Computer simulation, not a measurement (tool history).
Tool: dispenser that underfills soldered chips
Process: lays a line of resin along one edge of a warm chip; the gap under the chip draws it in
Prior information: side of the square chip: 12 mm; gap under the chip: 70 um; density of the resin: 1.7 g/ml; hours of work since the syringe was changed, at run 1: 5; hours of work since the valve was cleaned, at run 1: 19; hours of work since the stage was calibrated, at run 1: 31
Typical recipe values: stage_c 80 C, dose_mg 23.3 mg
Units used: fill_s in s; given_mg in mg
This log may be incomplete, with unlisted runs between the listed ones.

run	hour	stage_c	dose_mg	hours of work since the syringe was changed	hours of work since the valve was cleaned	hours of work since the stage was calibrated	fill_s	given_mg
1	0.0	80	23.3	5	19	31	96.4	22.95
2	3.5	80	23.3	8	21	34	103.8	22.83
# hour 7.5: new syringe of resin
3	8.0	80	20.8	0	24	37	85.1	20.27
4	11.5	80	20.8	3	27	39	92.7	20.27
5	15.6	80	20.8	6	30	43	101.7	20.21
6	18.5	80	23.9	8	32	45	105.9	23.15
# hour 22.4: new syringe of resin
7	22.5	80	22.3	0	35	47	78.0	21.49
8	26.4	80	22.3	3	38	50	90.7	21.54
9	28.2	80	27.7	4	39	52	87.4	26.65
# hour 31.3: dispensing valve cleaned and set on the balance
10	33.0	80	27.7	7	1	54	97.3	27.61
11	36.7	80	27.7	10	4	57	105.8	27.57
# hour 38.5: new syringe of resin
12	39.7	80	30.3	1	6	59	80.1	30.17
13	43.4	80	30.3	4	9	62	88.3	29.96
14	46.7	80	23.0	6	11	64	99.0	22.76
15	49.7	80	23.0	8	13	66	107.4	22.66
# hour 53.6: new syringe of resin
16	53.9	72	25.9	0	16	69	105.6	25.45
17	56.7	89	23.1	2	18	71	61.3	22.63
18	60.8	89	23.1	5	21	74	66.7	22.61
19	63.3	83	29.5	7	23	76	85.0	28.86
20	66.7	73	24.2	10	26	79	144.9	23.57
# hour 68.8: new syringe of resin
21	71.0	73	24.2	2	29	82	110.4	23.51
22	73.0	73	24.2	3	30	83	115.7	23.48
23	76.1	73	21.6	5	32	85	130.6	20.89
24	79.8	73	21.6	8	35	88	143.2	20.80
25	82.5	73	28.6	10	37	90	147.3	27.73
# hour 83.8: new syringe of resin
26	85.9	81	28.9	2	39	92	78.2	27.77
# hour 88.7: dispensing valve cleaned and set on the balance
27	88.7	92	20.0	3	0	94	58.4	20.00
28	91.6	66	25.2	5	2	96	168.6	25.21

Branching from run 28: 4 alternative next runs. What would each branch give?
A	94.2	81	22.6	7	4	98	?	?
B	94.2	81	25.2	7	4	98	?	?
C	94.2	73	26.7	7	4	98	?	?
D	94.2	88	23.3	7	4	98	?	?

run	fill_s	given_mg
A	99.0	22.42
B	97.8	25.08
C	133.4	26.57
D	74.5	23.17
The same runs, with their run-to-run variation unchanged, on a tool lacking any hidden condition would have given:
run	fill_s	given_mg
A	74.8	22.55
B	74.2	25.23
C	100.8	26.73
D	56.3	23.31

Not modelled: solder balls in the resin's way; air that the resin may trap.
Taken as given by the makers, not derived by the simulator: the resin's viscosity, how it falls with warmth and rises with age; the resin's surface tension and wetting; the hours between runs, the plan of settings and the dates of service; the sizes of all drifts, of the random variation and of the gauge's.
